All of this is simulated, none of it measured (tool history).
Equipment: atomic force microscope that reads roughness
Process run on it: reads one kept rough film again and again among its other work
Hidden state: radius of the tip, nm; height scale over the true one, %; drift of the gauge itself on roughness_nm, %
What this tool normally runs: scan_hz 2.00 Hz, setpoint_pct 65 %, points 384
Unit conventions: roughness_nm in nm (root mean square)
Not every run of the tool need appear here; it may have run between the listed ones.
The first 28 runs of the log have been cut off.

run,day,scan_hz,setpoint_pct,points,pictures with this tip,hours of work since the height scale was calibrated,roughness_nm
29,11.538,0.80,65,257,37,57,3.427
30,11.838,1.38,71,384,45,61,3.353
31,12.142,1.31,75,498,54,66,3.325
32,12.458,1.31,75,498,62,70,3.319
33,13.050,1.31,75,498,79,79,3.226
34,13.300,2.52,65,448,86,82,3.197
35,13.554,1.03,76,352,93,86,3.212
36,13.904,2.00,74,384,103,91,3.080
37,14.204,2.00,74,384,111,95,3.083
38,14.525,2.00,74,384,120,100,3.044
39,14.888,2.98,55,270,130,105,3.101
40,15.171,2.98,55,270,138,109,3.031
# day 15.425: new tip fitted
41,15.433,2.98,55,270,0,113,3.559
42,16.012,2.00,62,790,16,121,3.506
43,16.354,1.96,72,408,26,126,3.377
44,16.721,1.96,72,408,36,132,3.365
45,17.258,2.21,76,368,51,139,3.197
46,17.708,2.71,76,322,63,146,3.146
47,18.038,0.86,76,322,73,151,3.275

What if the next run were any one of these 3? Each begins from the tool's condition after run 47:
A,18.517,3.27,86,352,86,158,?
B,18.517,2.00,61,799,86,158,?
C,18.517,2.88,76,322,86,158,?

run,roughness_nm
A,2.831
B,3.262
C,3.055
The same runs, with their run-to-run variation unchanged, on a tool lacking any hidden condition would have given:
run,roughness_nm
A,3.151
B,3.631
C,3.401

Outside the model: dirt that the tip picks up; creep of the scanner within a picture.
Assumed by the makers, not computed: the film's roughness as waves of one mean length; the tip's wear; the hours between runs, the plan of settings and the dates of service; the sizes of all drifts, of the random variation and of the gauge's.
